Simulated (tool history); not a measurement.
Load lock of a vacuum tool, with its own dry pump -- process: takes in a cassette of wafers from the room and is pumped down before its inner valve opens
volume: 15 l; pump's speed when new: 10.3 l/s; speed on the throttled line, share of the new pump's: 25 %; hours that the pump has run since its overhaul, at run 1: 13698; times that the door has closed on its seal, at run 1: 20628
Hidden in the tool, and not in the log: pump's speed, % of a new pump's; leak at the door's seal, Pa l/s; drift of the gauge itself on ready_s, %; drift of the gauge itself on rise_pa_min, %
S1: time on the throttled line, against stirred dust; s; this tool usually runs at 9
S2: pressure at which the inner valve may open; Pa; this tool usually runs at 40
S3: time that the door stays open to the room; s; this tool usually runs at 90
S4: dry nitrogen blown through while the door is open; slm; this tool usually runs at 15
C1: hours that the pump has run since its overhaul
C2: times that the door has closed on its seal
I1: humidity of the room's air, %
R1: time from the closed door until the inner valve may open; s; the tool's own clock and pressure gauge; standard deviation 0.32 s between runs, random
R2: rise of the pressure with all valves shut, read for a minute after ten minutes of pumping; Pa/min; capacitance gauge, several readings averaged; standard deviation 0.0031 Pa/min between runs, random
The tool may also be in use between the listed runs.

run    hour  S1  S2   S3  S4     C1     C2    I1    R1     R2
  1     0.0   9  40   90  15  13698  20628  46.9  20.2  0.201
  2   246.1   9  40   90  15  13944  21814  41.4  20.5  0.206
  3   401.2   9  40   90  15  14100  22561  44.8  19.9  0.218
  4   648.6   9  40   90  15  14347  23753  43.4  20.2  0.229
  5   950.6   9  40   90  15  14649  25207  46.0  20.9  0.243
  6  1227.2   9  40   90  15  14926  26540  51.0  20.6  0.264
  7  1409.9   9  40   90  15  15108  27420  45.6  20.6  0.266
  8  1643.6   9  40   90   5  15342  28546  44.1  20.8  0.288
  9  2014.1   9  40   90   5  15713  30331  43.3  19.9  0.312
 10  2187.0   9  40   90   5  15885  31163  44.4  20.7  0.319
 11  2538.2   9  40   90   5  16237  32855  44.7  20.9  0.337
 12  2726.5   9  40   90   5  16425  33762  42.2  20.6  0.340
 13  3041.7   9  40   56  15  16740  35281  47.4  20.7  0.335
 14  3249.9   9  40   56  20  16948  36284  42.6  20.8  0.330
 15  3411.7   9  40   90  15  17110  37063  45.2  20.4  0.374
 16  3758.1   9  40   90  15  17456  38732  44.0  20.9  0.386
 17  4051.1   9  40   90  15  17749  40143  41.2  21.1  0.396
     4380.4  -- dry pump taken out, an overhauled one fitted
 18  4419.1   9  40   90  15     39  41887  42.7  17.8  0.436
 19  4658.8   9  40   90  15    278  43041  45.0  18.4  0.442
 20  4925.9   9  40   90  15    546  44328  46.0  18.1  0.470
     5118.1  -- door's seal changed, seat wiped
 21  5294.5   9  40   90   6    913    850  45.5  17.7  0.110
 22  5550.5   5  40   28  25   1169   2083  41.8  15.4  0.047
 23  5711.7   5  40   28  25   1330   2860  45.9  15.3  0.059
 24  5916.9  13  62   58  25   1535   3848  48.3  20.4  0.073
 25  6109.1  15  40   56  12   1727   4774  46.2  22.8  0.091
 26  6409.5   9  59   90  15   2028   6221  48.8  17.8  0.117
 27  6664.7   9  39   90  15   2283   7450  45.9  18.7  0.114
 28  6866.1  11  40   32  15   2484   8420  48.0  20.1  0.090
 29  7248.6   9  40  190  15   2867  10263  44.9  17.6  0.160
 30  7589.5   9  68  222  15   3208  11905  45.9  17.7  0.181

For some of the steps in R1 from one run to the next: how much would appear even if the tool had no hidden state, given the settings, what came in and random variation, and how much remains for the hidden state plus any gauge scatter that the measured result and the result without hidden state don't share?
Run 1 -> 2: nothing adjusted, nothing logged. R1 +0.3 s: hidden state +0.1, all else +0.2.
Run 3 -> 4: nothing adjusted, nothing logged. R1 +0.3 s: hidden state +0.1, all else +0.2.
Run 17 -> 18: dry pump taken out, an overhauled one fitted. R1 -3.3 s: hidden state -3.0, all else -0.3.
Run 23 -> 24: S1 5 -> 13, S2 40 -> 62, S3 28 -> 58. R1 +5.1 s: hidden state +0.0, all else +5.1.
Run 25 -> 26: S1 15 -> 9, S2 40 -> 59, S3 56 -> 90, S4 12 -> 15. R1 -5.0 s: hidden state +0.1, all else -5.1.
